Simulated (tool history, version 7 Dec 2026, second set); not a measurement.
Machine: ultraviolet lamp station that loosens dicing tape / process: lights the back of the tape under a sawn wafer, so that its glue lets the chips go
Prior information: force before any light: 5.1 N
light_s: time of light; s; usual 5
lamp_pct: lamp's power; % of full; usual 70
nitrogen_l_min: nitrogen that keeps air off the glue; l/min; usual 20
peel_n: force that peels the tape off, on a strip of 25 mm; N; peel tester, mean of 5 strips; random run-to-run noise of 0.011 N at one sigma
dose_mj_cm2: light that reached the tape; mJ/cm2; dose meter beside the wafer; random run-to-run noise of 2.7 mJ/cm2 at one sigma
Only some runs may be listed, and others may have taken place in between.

run,hour,light_s,lamp_pct,nitrogen_l_min,peel_n,dose_mj_cm2
1,0,5,70,20,1.021,235
2,59.5,5,70,20,0.989,231
3,96.1,5,70,20,1.05,233
4,128.8,5,70,20,1.003,226
5,188.3,5,70,9,1.409,223
6,223.2,5,70,9,1.376,225
7,257.8,5,70,9,1.48,214
8,310.8,5,70,9,1.443,216
9,378.3,5,70,9,1.469,212
10,421.9,5,70,9,1.526,208
11,473.1,5,70,9,1.53,208
12,515.6,5,70,9,1.583,204
13,573.6,5,70,9,1.626,198
14,623.7,5,70,9,1.614,196
15,666.5,5,70,9,1.656,194
16,714.7,5,70,20,1.338,191
# hour 735.4: lamp changed
17,759.1,6,70,20,0.376,419
18,790.8,6,70,20,0.376,410
19,828.5,6,70,20,0.393,410
# hour 833.5: window cleaned of glue's vapour
20,878.9,6,70,20,0.347,425
21,914.4,6,70,20,0.34,424
22,981.1,6,70,20,0.369,418
23,1021,6,70,20,0.38,420
24,1071.1,6,70,20,0.381,415
25,1132.5,2,70,13,2.135,140
26,1190.4,8,95,9,0.223,720
27,1228.1,2,66,30,1.941,123
28,1285.6,3,82,23,0.978,232
29,1339.6,3,82,23,0.987,231
30,1373.9,6,68,8,0.692,370
31,1413.4,6,68,8,0.704,372
32,1470.2,6,68,8,0.739,361
33,1504.2,5,70,9,0.865,311
34,1564.6,3,95,12,1.115,253
35,1615.4,3,95,12,1.129,250
36,1661.3,3,95,38,0.777,247
37,1697.7,3,95,15,1.051,245
# hour 1702.8: window cleaned of glue's vapour
38,1770,9,85,15,0.209,677
39,1842.5,4,70,20,0.904,247
40,1903.7,2,62,20,2.277,107
41,1967.1,3,90,20,0.998,231
42,2042.9,3,90,20,1.045,227

Selected run-to-run steps in peel_n, each split into two signed amounts: the part the tool would show with no hidden state at all (from settings, incoming material and random variation), and the remainder, which goes to the hidden state together with any gauge scatter not common to the measured and the hidden-state-free results:
What the log doesn't record here: lamp's light, % of a new lamp's; light that the window lets through, % of a clean one's; drift of the gauge itself on peel_n, %; drift of the gauge itself on dose_mj_cm2, %.
Run 16 -> 17: light_s 5 -> 6, lamp changed. peel_n -0.962 N: hidden state -0.827, all else -0.135.
Run 24 -> 25: light_s 6 -> 2, nitrogen_l_min 20 -> 13. peel_n +1.754 N: hidden state +0.109, all else +1.645.
Run 25 -> 26: light_s 2 -> 8, lamp_pct 70 -> 95, nitrogen_l_min 13 -> 9. peel_n -1.912 N: hidden state -0.134, all else -1.778.
Run 26 -> 27: light_s 8 -> 2, lamp_pct 95 -> 66, nitrogen_l_min 9 -> 30. peel_n +1.718 N: hidden state +0.171, all else +1.547.
Run 37 -> 38: light_s 3 -> 9, lamp_pct 95 -> 85, window cleaned of glue's vapour. peel_n -0.842 N: hidden state -0.268, all else -0.574.
Run 38 -> 39: light_s 9 -> 4, lamp_pct 85 -> 70, nitrogen_l_min 15 -> 20. peel_n +0.695 N: hidden state +0.208, all else +0.487.

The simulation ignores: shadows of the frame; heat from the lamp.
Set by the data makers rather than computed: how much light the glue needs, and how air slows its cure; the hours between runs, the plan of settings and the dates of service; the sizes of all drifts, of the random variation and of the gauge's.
